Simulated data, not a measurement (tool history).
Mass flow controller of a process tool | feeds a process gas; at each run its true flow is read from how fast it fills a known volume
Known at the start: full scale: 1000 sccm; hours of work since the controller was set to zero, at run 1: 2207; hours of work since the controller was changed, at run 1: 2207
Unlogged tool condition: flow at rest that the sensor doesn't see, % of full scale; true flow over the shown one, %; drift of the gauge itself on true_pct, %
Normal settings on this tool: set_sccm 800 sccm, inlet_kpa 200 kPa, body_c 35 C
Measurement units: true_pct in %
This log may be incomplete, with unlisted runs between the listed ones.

run	hour	set_sccm	inlet_kpa	body_c	hours of work since the controller was set to zero	hours of work since the controller was changed	true_pct
1	0	800	200	35	2207	2207	100.48
2	101.9	125	200	35	2247	2247	103.19
3	232.2	125	200	35	2298	2298	103.32
4	342.6	800	172	35	2341	2341	100.31
5	563.3	800	172	35	2427	2427	100.35
6	747.9	800	172	35	2499	2499	100.42
7	951.7	800	172	35	2578	2578	100.4
8	1176.7	800	172	22	2665	2665	99.34
9	1338.7	800	200	33	2729	2729	100.54
10	1464.1	800	200	35	2777	2777	100.53
11	1580.3	800	200	35	2823	2823	100.61
12	1707.6	800	148	35	2872	2872	100.32
13	1824.9	136	200	35	2918	2918	104.17
14	1992	136	200	35	2983	2983	104.39
15	2178.6	600	200	35	3056	3056	100.37
16	2363	600	200	35	3127	3127	100.41
17	2517.7	800	200	35	3187	3187	100.56
18	2648.4	800	200	35	3238	3238	100.6
19	2745.7	800	200	35	3276	3276	100.71
20	2907	800	200	35	3339	3339	100.64
21	3078.2	800	200	35	3406	3406	100.78
22	3252.5	800	200	35	3474	3474	100.84
23	3386	800	200	35	3525	3525	100.7
24	3531.5	800	234	35	3582	3582	100.89
25	3740	148	200	35	3663	3663	105.1
26	3946.4	148	200	35	3744	3744	105.33
27	4122.9	800	198	36	3812	3812	100.88
28	4356.3	800	198	36	3903	3903	100.88
29	4485.2	800	203	36	3953	3953	100.84
30	4675.6	800	203	36	4027	4027	100.89
31	4877.4	800	203	36	4106	4106	100.98
# hour 4932.3: controller's zero set anew
32	5040.1	800	155	20	42	4169	98.02
33	5198.4	800	200	31	104	4231	99.01
34	5364.6	174	200	38	168	4296	97.89

Run 35 is up next; what results do you expect?
35	5558.8	174	200	38	244	4371	?

{"run 35": {"true_pct": 98.03}}
Without the tool's hidden state the same run would have given true_pct 98.43 %.
